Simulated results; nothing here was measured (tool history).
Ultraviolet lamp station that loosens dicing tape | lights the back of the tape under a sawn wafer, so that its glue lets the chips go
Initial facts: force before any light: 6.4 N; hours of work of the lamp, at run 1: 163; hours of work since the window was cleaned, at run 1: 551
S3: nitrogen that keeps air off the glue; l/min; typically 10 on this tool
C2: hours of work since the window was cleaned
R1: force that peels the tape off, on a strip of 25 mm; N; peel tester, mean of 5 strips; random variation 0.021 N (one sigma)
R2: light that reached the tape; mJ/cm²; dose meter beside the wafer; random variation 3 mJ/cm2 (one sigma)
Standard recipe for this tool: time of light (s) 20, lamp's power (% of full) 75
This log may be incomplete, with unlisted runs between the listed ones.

run 1 hour=0 | time_of_light_(s)=20 lamp's_power_(%_of_full)=75 S3=10 | hours_of_work_of_the_lamp=163 C2=551 | R1=1.259 R2=387
run 2 hour=9.1 | time_of_light_(s)=20 lamp's_power_(%_of_full)=75 S3=10 | hours_of_work_of_the_lamp=169 C2=558 | R1=1.281 R2=394
run 3 hour=14.4 | time_of_light_(s)=20 lamp's_power_(%_of_full)=75 S3=10 | hours_of_work_of_the_lamp=173 C2=561 | R1=1.251 R2=388
run 4 hour=25.5 | time_of_light_(s)=20 lamp's_power_(%_of_full)=62 S3=10 | hours_of_work_of_the_lamp=181 C2=569 | R1=1.663 R2=323
run 5 hour=32.9 | time_of_light_(s)=20 lamp's_power_(%_of_full)=62 S3=10 | hours_of_work_of_the_lamp=186 C2=574 | R1=1.693 R2=316
run 6 hour=40.6 | time_of_light_(s)=20 lamp's_power_(%_of_full)=62 S3=10 | hours_of_work_of_the_lamp=191 C2=579 | R1=1.66 R2=322
run 7 hour=48.5 | time_of_light_(s)=12 lamp's_power_(%_of_full)=75 S3=6 | hours_of_work_of_the_lamp=196 C2=585 | R1=2.827 R2=230
-- hour=50.1 window cleaned of glue's vapour
run 8 hour=55.1 | time_of_light_(s)=17 lamp's_power_(%_of_full)=83 S3=15 | hours_of_work_of_the_lamp=200 C2=3 | R1=1.336 R2=355
run 9 hour=63.6 | time_of_light_(s)=17 lamp's_power_(%_of_full)=83 S3=15 | hours_of_work_of_the_lamp=206 C2=9 | R1=1.292 R2=352
run 10 hour=73.5 | time_of_light_(s)=17 lamp's_power_(%_of_full)=83 S3=15 | hours_of_work_of_the_lamp=213 C2=16 | R1=1.322 R2=351

Branching from run 10: 3 alternative next runs. What would each branch give?
-- hour=85 window cleaned of glue's vapour, once more
run A hour=85 | time_of_light_(s)=16 lamp's_power_(%_of_full)=75 S3=10 | hours_of_work_of_the_lamp=221 C2=0 | R1=? R2=?
-- hour=85 window cleaned of glue's vapour, once more
run B hour=85 | time_of_light_(s)=13 lamp's_power_(%_of_full)=83 S3=5 | hours_of_work_of_the_lamp=221 C2=0 | R1=? R2=?
-- hour=85 window cleaned of glue's vapour, once more
run C hour=85 | time_of_light_(s)=21 lamp's_power_(%_of_full)=75 S3=9 | hours_of_work_of_the_lamp=221 C2=0 | R1=? R2=?

run=A R1=1.581 R2=331
run=B R1=2.172 R2=296
run=C R1=1.103 R2=435
What these runs would have given with no unlogged condition in the tool:
run=A R1=1.387 R2=365
run=B R1=1.956 R2=326
run=C R1=0.946 R2=479

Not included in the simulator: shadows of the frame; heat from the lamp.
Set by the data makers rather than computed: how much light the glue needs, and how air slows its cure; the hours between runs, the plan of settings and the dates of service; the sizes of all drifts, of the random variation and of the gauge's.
